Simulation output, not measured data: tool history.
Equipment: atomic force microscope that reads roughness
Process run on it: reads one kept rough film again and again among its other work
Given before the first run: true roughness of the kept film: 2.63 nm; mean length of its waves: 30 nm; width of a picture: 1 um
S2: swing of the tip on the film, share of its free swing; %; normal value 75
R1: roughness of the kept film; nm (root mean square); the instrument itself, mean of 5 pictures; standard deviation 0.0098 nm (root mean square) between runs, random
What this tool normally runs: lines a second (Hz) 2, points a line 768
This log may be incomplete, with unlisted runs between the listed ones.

{"run": 1, "day": 0.0, "lines a second (Hz)": 2, "S2": 75, "points a line": 768, "R1": 2.255}
{"run": 2, "day": 1.246, "lines a second (Hz)": 2, "S2": 75, "points a line": 768, "R1": 2.23}
{"run": 3, "day": 1.979, "lines a second (Hz)": 2, "S2": 75, "points a line": 663, "R1": 2.225}
{"run": 4, "day": 3.196, "lines a second (Hz)": 2, "S2": 75, "points a line": 768, "R1": 2.238}
{"run": 5, "day": 3.892, "lines a second (Hz)": 2, "S2": 75, "points a line": 768, "R1": 2.249}
{"run": 6, "day": 4.704, "lines a second (Hz)": 2, "S2": 75, "points a line": 768, "R1": 2.228}
{"run": 7, "day": 5.458, "lines a second (Hz)": 2, "S2": 75, "points a line": 768, "R1": 2.246}
{"run": 8, "day": 6.342, "lines a second (Hz)": 2, "S2": 75, "points a line": 768, "R1": 2.256}
{"run": 9, "day": 7.25, "lines a second (Hz)": 2, "S2": 75, "points a line": 768, "R1": 2.22}
{"day": 8.146, "done": "new tip fitted"}
{"run": 10, "day": 8.446, "lines a second (Hz)": 4, "S2": 72, "points a line": 674, "R1": 2.12}

What does the tool deliver on the next run?
{"run": 11, "day": 9.242, "lines a second (Hz)": 4, "S2": 72, "points a line": 674, "R1": "?"}

{"run 11": {"R1": 2.131}}
The same run, on a tool lacking any hidden state, would have yielded R1 2.131 nm (root mean square).
